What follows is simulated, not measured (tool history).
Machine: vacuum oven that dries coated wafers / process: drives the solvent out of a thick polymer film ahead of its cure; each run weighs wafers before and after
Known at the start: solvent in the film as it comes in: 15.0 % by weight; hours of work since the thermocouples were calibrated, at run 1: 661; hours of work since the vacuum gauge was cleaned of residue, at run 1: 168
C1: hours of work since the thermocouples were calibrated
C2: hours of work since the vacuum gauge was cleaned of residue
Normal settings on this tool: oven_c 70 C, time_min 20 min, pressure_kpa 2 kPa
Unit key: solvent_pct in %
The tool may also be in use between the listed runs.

Run 1, hour 0: usual settings; C1 661; C2 168. Result: solvent_pct 2.37 %.
Run 2, hour 7.6: usual settings; C1 664; C2 172. Result: solvent_pct 2.44 %.
Run 3, hour 15.6: usual settings but time_min 18 min; C1 667; C2 175. Result: solvent_pct 2.7 %.
Run 4, hour 27.8: usual settings but pressure_kpa 1.42 kPa; C1 673; C2 181. Result: solvent_pct 2.15 %.
Run 5, hour 41.2: usual settings but pressure_kpa 1.42 kPa; C1 679; C2 186. Result: solvent_pct 2.14 %.
Run 6, hour 51.1: usual settings; C1 683; C2 191. Result: solvent_pct 2.39 %.
Run 7, hour 58: usual settings but time_min 34 min; C1 686; C2 194. Result: solvent_pct 1.33 %.
Run 8, hour 71.5: usual settings; C1 692; C2 200. Result: solvent_pct 2.4 %.
Run 9, hour 77.7: usual settings but pressure_kpa 2.42 kPa; C1 695; C2 202. Result: solvent_pct 2.56 %.
Run 10, hour 88: usual settings but time_min 11 min; C1 699; C2 207. Result: solvent_pct 4.55 %.
Run 11, hour 98.2: usual settings but time_min 11 min; C1 704; C2 211. Result: solvent_pct 4.53 %.
Run 12, hour 104.8: usual settings but time_min 11 min; C1 706; C2 214. Result: solvent_pct 4.59 %.
Run 13, hour 114.8: usual settings but time_min 11 min; C1 711; C2 219. Result: solvent_pct 4.55 %.
Run 14, hour 124.3: usual settings; C1 715; C2 223. Result: solvent_pct 2.39 %.
Run 15, hour 130.8: usual settings; C1 718; C2 226. Result: solvent_pct 2.37 %.
Run 16, hour 141.6: usual settings but oven_c 84 C, time_min 25 min, pressure_kpa 1.67 kPa; C1 723; C2 230. Result: solvent_pct 0.52 %.
Run 17, hour 152.9: usual settings but oven_c 84 C, time_min 25 min, pressure_kpa 1.67 kPa; C1 728; C2 235. Result: solvent_pct 0.55 %.
Run 18, hour 159.7: usual settings but oven_c 84 C, time_min 25 min, pressure_kpa 1.67 kPa; C1 730; C2 238. Result: solvent_pct 0.51 %.
Run 19, hour 166.9: usual settings but oven_c 82 C, time_min 36 min, pressure_kpa 7.37 kPa; C1 734; C2 241. Result: solvent_pct 2.2 %.
Run 20, hour 179.5: usual settings but oven_c 82 C, time_min 22 min, pressure_kpa 4.41 kPa; C1 739; C2 247. Result: solvent_pct 1.38 %.
Run 21, hour 191.9: usual settings but oven_c 82 C, time_min 22 min, pressure_kpa 4.41 kPa; C1 745; C2 252. Result: solvent_pct 1.42 %.
Run 22, hour 202.2: usual settings but oven_c 57 C, time_min 11 min, pressure_kpa 4.41 kPa; C1 749; C2 257. Result: solvent_pct 9.83 %.
Run 23, hour 208.2: usual settings but oven_c 59 C; C1 752; C2 260. Result: solvent_pct 6.04 %.
Run 24, hour 217.9: usual settings but time_min 14 min; C1 756; C2 264. Result: solvent_pct 3.64 %.
Run 25, hour 231.9: usual settings but oven_c 58 C, time_min 34 min, pressure_kpa 2.01 kPa; C1 762; C2 270. Result: solvent_pct 4.32 %.
Run 26, hour 239.4: usual settings but time_min 18 min, pressure_kpa 2.56 kPa; C1 765; C2 273. Result: solvent_pct 2.95 %.
Run 27, hour 248.9: usual settings but oven_c 56 C, time_min 32 min, pressure_kpa 2.36 kPa; C1 769; C2 277. Result: solvent_pct 5.55 %.
Run 28, hour 259.5: usual settings but oven_c 76 C, time_min 15 min, pressure_kpa 1.67 kPa; C1 774; C2 282. Result: solvent_pct 1.68 %.
Run 29, hour 265.9: usual settings but oven_c 60 C, time_min 10 min, pressure_kpa 1.91 kPa; C1 777; C2 285. Result: solvent_pct 8.25 %.
Run 30, hour 277: usual settings but time_min 27 min, pressure_kpa 2.06 kPa; C1 782; C2 290. Result: solvent_pct 1.74 %.

3 options for the next run, each taken on its own from the tool as it stands now. Forecast them:
Run A, hour 286.2: usual settings but oven_c 66 C, time_min 27 min, pressure_kpa 1.2 kPa; C1 786; C2 294. Result: solvent_pct ?.
Run B, hour 286.2: usual settings but oven_c 74 C, time_min 22 min; C1 786; C2 294. Result: solvent_pct ?.
Run C, hour 286.2: usual settings but time_min 26 min, pressure_kpa 2.06 kPa; C1 786; C2 294. Result: solvent_pct ?.

run  solvent_pct
  A         2.08
  B         1.36
  C         1.82
With the hidden condition removed and each run's random variation left untouched, the same runs would have given:
run  solvent_pct
  A         2.07
  B         1.34
  C          1.8
